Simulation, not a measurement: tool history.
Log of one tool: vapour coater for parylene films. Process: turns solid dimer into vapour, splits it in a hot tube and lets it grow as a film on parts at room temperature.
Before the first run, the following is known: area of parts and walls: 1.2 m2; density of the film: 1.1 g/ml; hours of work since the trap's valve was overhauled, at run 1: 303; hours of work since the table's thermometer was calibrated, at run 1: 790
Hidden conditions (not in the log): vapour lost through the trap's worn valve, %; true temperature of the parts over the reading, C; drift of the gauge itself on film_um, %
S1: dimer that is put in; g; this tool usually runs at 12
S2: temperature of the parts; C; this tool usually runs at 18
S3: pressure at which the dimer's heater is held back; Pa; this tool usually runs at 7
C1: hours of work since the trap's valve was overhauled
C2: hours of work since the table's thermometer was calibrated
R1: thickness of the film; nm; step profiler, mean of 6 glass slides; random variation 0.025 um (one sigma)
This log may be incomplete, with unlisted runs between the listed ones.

run   hour  S1  S2    S3   C1    C2    R1
  1      0  12  18     7  303   790  4270
      18.2  -- trap's valve overhauled
  2   24.9  12  18     7    5   807  4550
  3   43.7  12  18     7   21   822  4550
  4   67.4  12  18     7   40   841  4470
  5     80  12  18  2.07   50   851  5630
  6  101.5  12  14  2.07   67   869  6790
  7  122.9  12  14  2.07   85   886  6640
  8  134.9  12  14  2.07   94   896  6710
  9  154.1   6  14  2.07  110   911  3300
 10  172.7  12  18     7  125   926  4420
 11    197  12  18     7  144   946  4410
 12  209.4  12  18     7  154   956  4400
 13  223.1  12  18     7  165   967  4370
 14  247.6  12  18     7  185   987  4350
 15  259.3  12  18     7  195   996  4310
 16    278  12  18     7  210  1011  4370
     281.3  -- table's thermometer calibrated
 17  297.9  12  20     7  225    13  3860
 18  308.7  12  20     7  234    22  3840
 19  321.7  12  20     7  244    33  3820
 20  338.6  12  20     7  258    46  3790
 21    358  18  11     7  274    62  8340
 22  374.5   6  18     7  287    75  2050
     389.8  -- table's thermometer calibrated, once more
 23  397.1   6  18     7  304     6  2220
     413.3  -- trap's valve overhauled
 24  423.3   6  11  2.78    8    24  3760
 25  444.5  14  16  3.67   25    41  6710
 26  462.1  21  16   7.8   39    55  8660
 27  483.7  21  16   7.8   57    73  8610
 28  502.1  10  11  3.89   72    87  5750
 29  513.7  10  11  3.89   81    97  5770
 30  537.1  10  12  3.89  100   116  5480

What does the tool deliver on the next run?
 31  547.5  10  10  5.33  108  124   ?

R1: 5630 nm
Without the tool's hidden state the same run would have given R1 5810 nm.
